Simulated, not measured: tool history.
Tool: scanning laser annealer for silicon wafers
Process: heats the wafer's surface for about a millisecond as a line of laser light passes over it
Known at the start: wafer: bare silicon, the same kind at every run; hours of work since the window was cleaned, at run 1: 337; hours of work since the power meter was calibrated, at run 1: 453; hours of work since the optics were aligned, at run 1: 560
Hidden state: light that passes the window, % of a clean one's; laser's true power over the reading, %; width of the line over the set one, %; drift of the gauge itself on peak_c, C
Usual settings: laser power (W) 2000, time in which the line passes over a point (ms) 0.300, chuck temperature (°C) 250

run     day  laser power (W)  time in which the line passes over a point (ms)  chuck temperature (°C)  hours of work since the window was cleaned  hours of work since the power meter was calibrated  hours of work since the optics were aligned  highest temperature of the surface (°C)
  1   0.000             2000                                            0.300                     250                                         337                                                 453                                          560                                      970
  2   1.425             2000                                            0.300                     250                                         362                                                 478                                          585                                      967
  3   2.867             2000                                            0.300                     250                                         387                                                 504                                          610                                      969
  4   4.271             2000                                            0.300                     250                                         411                                                 528                                          635                                      965
  5   5.121             1788                                            0.300                     250                                         426                                                 543                                          650                                      889
  6   5.825             1788                                            0.300                     250                                         439                                                 555                                          662                                      892
  7   7.021             2000                                            0.300                     250                                         460                                                 576                                          683                                      963
  8   8.071             2000                                            0.301                     250                                         478                                                 595                                          702                                      965
  9   8.712             2000                                            0.301                     250                                         489                                                 606                                          713                                      964
 10   9.675             2000                                            0.301                     250                                         506                                                 623                                          730                                      962
 11  10.612             2000                                            0.300                     250                                         523                                                 640                                          746                                      956
 12  11.746             2000                                            0.300                     258                                         543                                                 659                                          766                                      967
 13  13.167             2000                                            0.300                     258                                         568                                                 684                                          791                                      964
     13.346  -- window over the wafer cleaned
 14  14.646             2000                                            0.288                     258                                          23                                                 709                                          815                                      931
 15  15.246             2000                                            0.288                     258                                          33                                                 719                                          826                                      928
     16.092  -- optics aligned, line set to its width
 16  16.775             2022                                            0.288                     258                                          57                                                 743                                           12                                      947
 17  18.208             2022                                            0.288                     258                                          82                                                 768                                           37                                      945
 18  19.383             2000                                            0.300                     250                                         102                                                 788                                           58                                      945
 19  20.538             2000                                            0.300                     250                                         123                                                 809                                           78                                      944
 20  21.192             2000                                            0.300                     250                                         134                                                 820                                           90                                      943
     21.642  -- window over the wafer cleaned, once more
 21  22.217             2000                                            0.300                     250                                          10                                                 837                                          106                                      997
 22  23.254             2051                                            0.215                     211                                          28                                                 855                                          124                                      844
 23  24.575             2051                                            0.215                     211                                          52                                                 878                                          147                                      836
 24  25.521             1989                                            0.352                     221                                          68                                                 895                                          164                                     1031
 25  26.854             2003                                            0.317                     228                                          92                                                 918                                          187                                      993
 26  28.188             1827                                            0.331                     228                                         115                                                 941                                          211                                      941
 27  29.667             1827                                            0.331                     228                                         141                                                 967                                          237                                      941
 28  30.375             1827                                            0.331                     228                                         153                                                 980                                          249                                      938
 29  31.683             2159                                            0.331                     247                                         176                                                1003                                          272                                     1086
 30  32.650             2000                                            0.300                     266                                         193                                                1020                                          289                                     1001
 31  33.742             2000                                            0.301                     213                                         212                                                1039                                          308                                      944
 32  34.875             1745                                            0.287                     231                                         232                                                1059                                          328                                      854
 33  36.125             1745                                            0.287                     231                                         254                                                1081                                          350                                      852
 34  37.329             1745                                            0.307                     231                                         275                                                1102                                          371                                      875
 35  38.046             1745                                            0.307                     231                                         288                                                1115                                          384                                      875
 36  39.221             1833                                            0.307                     231                                         309                                                1135                                          405                                      908
 37  40.012             1833                                            0.307                     231                                         323                                                1149                                          418                                      903
 38  41.100             1833                                            0.307                     231                                         342                                                1168                                          438                                      904
 39  42.008             1833                                            0.307                     231                                         358                                                1184                                          453                                      904
 40  42.858             2000                                            0.278                     250                                         373                                                1199                                          468                                      944
 41  43.517             2087                                            0.340                     234                                         384                                                1211                                          480                                     1043

4 ways to go on from here, each from the tool as it stands after run 41. What would each give?
  A  44.817             2090                                            0.220                     271                                         407                                                1233                                          503                                        ?
  B  44.817             2087                                            0.224                     234                                         407                                                1233                                          503                                        ?
  C  44.817             2069                                            0.300                     241                                         407                                                1233                                          503                                        ?
  D  44.817             1703                                            0.300                     283                                         407                                                1233                                          503                                        ?

run  highest temperature of the surface (°C)
  A                                      902
  B                                      870
  C                                      985
  D                                      897
Without the tool's hidden state the same runs would have given:
run  highest temperature of the surface (°C)
  A                                      924
  B                                      891
  C                                     1010
  D                                      918
